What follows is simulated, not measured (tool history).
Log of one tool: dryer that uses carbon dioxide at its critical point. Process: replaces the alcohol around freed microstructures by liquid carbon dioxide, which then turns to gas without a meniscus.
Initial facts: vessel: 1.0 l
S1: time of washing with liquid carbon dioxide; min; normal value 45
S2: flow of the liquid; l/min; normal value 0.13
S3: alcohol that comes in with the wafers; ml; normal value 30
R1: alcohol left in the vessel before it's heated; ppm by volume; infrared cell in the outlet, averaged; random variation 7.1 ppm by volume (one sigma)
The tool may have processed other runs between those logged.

{"run": 1, "day": 0.0, "S1": 45, "S2": 0.13, "S3": 30, "R1": 451}
{"run": 2, "day": 0.446, "S1": 56, "S2": 0.13, "S3": 30, "R1": 175}
{"run": 3, "day": 1.017, "S1": 56, "S2": 0.13, "S3": 30, "R1": 185}
{"run": 4, "day": 1.542, "S1": 56, "S2": 0.13, "S3": 30, "R1": 185}
{"run": 5, "day": 2.0, "S1": 56, "S2": 0.13, "S3": 30, "R1": 194}
{"run": 6, "day": 2.692, "S1": 56, "S2": 0.13, "S3": 30, "R1": 194}
{"run": 7, "day": 3.171, "S1": 45, "S2": 0.13, "S3": 30, "R1": 492}
{"run": 8, "day": 3.771, "S1": 45, "S2": 0.13, "S3": 30, "R1": 515}
{"run": 9, "day": 4.312, "S1": 45, "S2": 0.13, "S3": 115, "R1": 1979}
{"run": 10, "day": 4.642, "S1": 45, "S2": 0.13, "S3": 115, "R1": 1968}
{"run": 11, "day": 5.254, "S1": 45, "S2": 0.13, "S3": 97, "R1": 1685}
{"run": 12, "day": 5.808, "S1": 45, "S2": 0.13, "S3": 97, "R1": 1690}
{"run": 13, "day": 6.271, "S1": 45, "S2": 0.13, "S3": 30, "R1": 560}
{"run": 14, "day": 6.721, "S1": 45, "S2": 0.13, "S3": 61, "R1": 1116}
{"run": 15, "day": 7.271, "S1": 45, "S2": 0.082, "S3": 30, "R1": 2215}
{"run": 16, "day": 7.712, "S1": 42, "S2": 0.13, "S3": 30, "R1": 742}
{"run": 17, "day": 8.038, "S1": 42, "S2": 0.13, "S3": 30, "R1": 745}
{"run": 18, "day": 8.392, "S1": 42, "S2": 0.13, "S3": 30, "R1": 746}
{"run": 19, "day": 9.05, "S1": 42, "S2": 0.13, "S3": 30, "R1": 760}
{"run": 20, "day": 9.517, "S1": 49, "S2": 0.137, "S3": 24, "R1": 281}
{"run": 21, "day": 10.071, "S1": 29, "S2": 0.116, "S3": 71, "R1": 7227}
{"run": 22, "day": 10.588, "S1": 35, "S2": 0.116, "S3": 52, "R1": 3336}
{"run": 23, "day": 10.95, "S1": 35, "S2": 0.127, "S3": 52, "R1": 2663}
{"run": 24, "day": 11.346, "S1": 35, "S2": 0.127, "S3": 52, "R1": 2657}
{"day": 11.542, "done": "inlet filter changed"}
{"run": 25, "day": 11.838, "S1": 49, "S2": 0.13, "S3": 79, "R1": 637}
{"run": 26, "day": 12.533, "S1": 49, "S2": 0.203, "S3": 79, "R1": 70}
{"run": 27, "day": 12.879, "S1": 27, "S2": 0.203, "S3": 120, "R1": 2107}
{"run": 28, "day": 13.2, "S1": 27, "S2": 0.209, "S3": 36, "R1": 584}
{"run": 29, "day": 13.617, "S1": 45, "S2": 0.096, "S3": 30, "R1": 1098}
{"run": 30, "day": 14.267, "S1": 45, "S2": 0.096, "S3": 30, "R1": 1106}
{"run": 31, "day": 14.546, "S1": 45, "S2": 0.095, "S3": 27, "R1": 1046}
{"run": 32, "day": 14.892, "S1": 45, "S2": 0.083, "S3": 74, "R1": 4204}
{"run": 33, "day": 15.392, "S1": 45, "S2": 0.083, "S3": 74, "R1": 4230}
{"run": 34, "day": 15.829, "S1": 57, "S2": 0.093, "S3": 30, "R1": 545}
{"run": 35, "day": 16.325, "S1": 45, "S2": 0.165, "S3": 30, "R1": 162}
{"run": 36, "day": 16.679, "S1": 51, "S2": 0.111, "S3": 61, "R1": 903}
{"run": 37, "day": 17.288, "S1": 51, "S2": 0.111, "S3": 61, "R1": 890}

Had the tool no unlogged condition, and each run kept its random variation, what would the results have been?
The hidden state here: flow that reaches the vessel past the clogged filter, %; alcohol in the recycled carbon dioxide, ppm; drift of the gauge itself on alcohol_ppm, %.
run=1 R1=325
run=2 R1=112
run=3 R1=115
run=4 R1=114
run=5 R1=122
run=6 R1=116
run=7 R1=326
run=8 R1=334
run=9 R1=1295
run=10 R1=1277
run=11 R1=1074
run=12 R1=1062
run=13 R1=343
run=14 R1=683
run=15 R1=1598
run=16 R1=456
run=17 R1=455
run=18 R1=454
run=19 R1=455
run=20 R1=143
run=21 R1=5213
run=22 R1=2222
run=23 R1=1702
run=24 R1=1679
run=25 R1=598
run=26 R1=47
run=27 R1=1978
run=28 R1=531
run=29 R1=1018
run=30 R1=1013
run=31 R1=953
run=32 R1=3897
run=33 R1=3889
run=34 R1=465
run=35 R1=120
run=36 R1=760
run=37 R1=738
